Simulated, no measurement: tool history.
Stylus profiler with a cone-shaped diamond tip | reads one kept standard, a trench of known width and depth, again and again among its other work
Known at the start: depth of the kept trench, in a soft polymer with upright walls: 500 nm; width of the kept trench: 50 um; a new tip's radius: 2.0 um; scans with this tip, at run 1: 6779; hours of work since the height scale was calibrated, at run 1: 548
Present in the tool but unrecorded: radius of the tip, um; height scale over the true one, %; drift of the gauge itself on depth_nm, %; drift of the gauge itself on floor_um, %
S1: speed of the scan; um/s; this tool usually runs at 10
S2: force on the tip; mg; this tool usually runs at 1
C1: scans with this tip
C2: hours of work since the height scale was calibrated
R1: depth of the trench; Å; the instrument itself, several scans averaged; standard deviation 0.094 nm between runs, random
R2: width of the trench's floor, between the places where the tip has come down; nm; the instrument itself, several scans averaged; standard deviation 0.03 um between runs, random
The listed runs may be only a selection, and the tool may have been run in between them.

run   hour  S1    S2    C1   C2      R1     R2
  1      0  10     1  6779  548  5032.7  46340
  2   12.5  10     1  6862  555  5034.6  46450
  3   19.8  10     1  6910  559  5032.2  46280
  4   26.5  10     1  6955  563  5033.7  46360
  5     33  29     1  6997  566  5033.5  46210
  6   40.8   3     1  7049  570  5034.2  46400
  7   53.4   7     1  7132  577  5033.9  46400
  8   63.8   7     1  7201  583  5036.9  46300
  9   73.2  10     1  7263  588  5032.2  46340
 10   82.5  10  2.38  7325  593  5050.2  46330
 11   96.2  10     1  7415  600  5035.4  46260
 12  106.5  10  0.52  7483  605  5027.4  46290
 13  117.5  10  0.52  7557  611  5028.2  46250
 14  130.6  10  1.19  7643  618  5037.4  46320
 15  139.8   8  1.19  7704  623  5037.8  46340
 16  146.9  10     1  7751  627  5034.1  46310
 17  160.7  10     1  7842  635  5034.7  46310
 18  174.9  10     1  7936  642  5034.4  46320
 19  185.6  10     1  8007  648  5034.6  46240
 20    199   7  1.71  8096  655  5044.1  46290
 21  208.3   4  0.41  8157  660  5025.8  46300
 22  218.7  34  0.46  8226  666  5027.9  45910
 23  227.7   4   0.4  8285  670  5026.5  46240
 24  234.5   9  0.86  8330  674  5034.3  46230
 25  242.5   9  0.86  8383  678  5033.9  46230
 26  249.3   9  0.69  8428  682  5029.8  46180
 27  260.6   6  1.35  8503  688  5039.7  46270
 28  271.5  16  1.08  8575  694  5038.6  46170
 29  282.8  18  2.14  8650  700  5049.3  46190
 30  291.5  16  2.14  8707  704  5050.9  46230
 31  305.3   2  0.63  8799  712  5029.3  46220

A few steps of R1 between consecutive runs. Split each: what settings, incoming material and random variation would produce without the hidden state, and what is left over for the hidden state, along with gauge scatter present in only one of the two compared results (measured, and without hidden state):
Run 6 -> 7: S1 3 -> 7. R1 -0.3 Å: hidden state +0.2, all else -0.5.
Run 7 -> 8: nothing adjusted, nothing logged. R1 +3 Å: hidden state +0.2, all else +2.8.
Run 9 -> 10: S2 1 -> 2.38. R1 +18 Å: hidden state +0.1, all else +17.9.
Run 11 -> 12: S2 1 -> 0.52. R1 -8 Å: hidden state +0.2, all else -8.2.
Run 20 -> 21: S1 7 -> 4, S2 1.71 -> 0.41. R1 -18.3 Å: hidden state +0.1, all else -18.4.
Run 30 -> 31: S1 16 -> 2, S2 2.14 -> 0.63. R1 -21.6 Å: hidden state +0.1, all else -21.7.
